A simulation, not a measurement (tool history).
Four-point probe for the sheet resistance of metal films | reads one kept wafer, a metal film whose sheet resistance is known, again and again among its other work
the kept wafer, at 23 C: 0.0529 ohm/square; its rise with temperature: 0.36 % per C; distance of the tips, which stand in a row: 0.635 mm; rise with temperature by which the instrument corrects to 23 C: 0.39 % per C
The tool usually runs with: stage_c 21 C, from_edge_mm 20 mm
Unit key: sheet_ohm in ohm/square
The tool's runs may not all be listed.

run    hour  stage_c  from_edge_mm  sheet_ohm
  1       0       21            20   0.052958
  2    61.3       21            20   0.052961
  3    87.5       21            20   0.052958
  4   115.9       21            20   0.052969
  5   144.3       21            20   0.052962
  6   196.5       21            20   0.052975
  7   236.5       21            10   0.053049
  8   290.8       21            22   0.052945
  9   348.8       21             6    0.05325
 10   411.3       21             6   0.053263
 11   440.1       21             6   0.053233
 12   466.4       21            20    0.05296
 13   529.2       25            20   0.052903
 14   589.5       21            20   0.052948
 15   652.4       21            20   0.052968
 16   695.9       21            20   0.052969
 17   726.1       26            20   0.052866
 18   768.2       26            20   0.052872
 19   814.4       26            20   0.052866
 20   845.5       21            42   0.052933
 21   887.6       21             5   0.053386
 22   929.2       21             5   0.053403
 23   967.3       21             5   0.053391
 24   994.5       22            39   0.052922
 25  1053.8       27             9   0.052991
 26  1113.1       20             6    0.05325
 27  1153.3       20             6   0.053252
 28  1180.5       29            20   0.052854
 29  1214.3       19            19   0.052995
 30  1274.4       34            35   0.052765
 31  1309.3       31             7   0.053004
 32  1342.9       31             7   0.053036
 33  1371.3       19            25   0.052967
 34  1417.8       19            25   0.052974
 35  1480.4       28             5   0.053271
 36  1543.4       29            72    0.05279
 37  1589.3       29            72   0.052805
 38    1632       21             5   0.053397
 39  1685.3       21             5   0.053392
     1714.2  -- stage's thermometer calibrated
 40    1737       21             5   0.053373
 41  1799.9       27            38   0.052857
 42  1841.7       26            20   0.052874
 43  1891.8       20             4    0.05364
 44  1947.5       32            20   0.052801
 45  1973.7       20            59   0.052942
 46  2024.2       27             4   0.053547

Branching from run 46: 3 alternative next runs. What would each branch give?
  A  2078.8       20             4          ?
  B  2078.8       33             4          ?
  C  2078.8       22            37          ?

run  sheet_ohm
  A   0.053658
  B    0.05349
  C   0.052929
Without the tool's hidden state the same runs would have given:
run  sheet_ohm
  A   0.053663
  B   0.053495
  C   0.052934
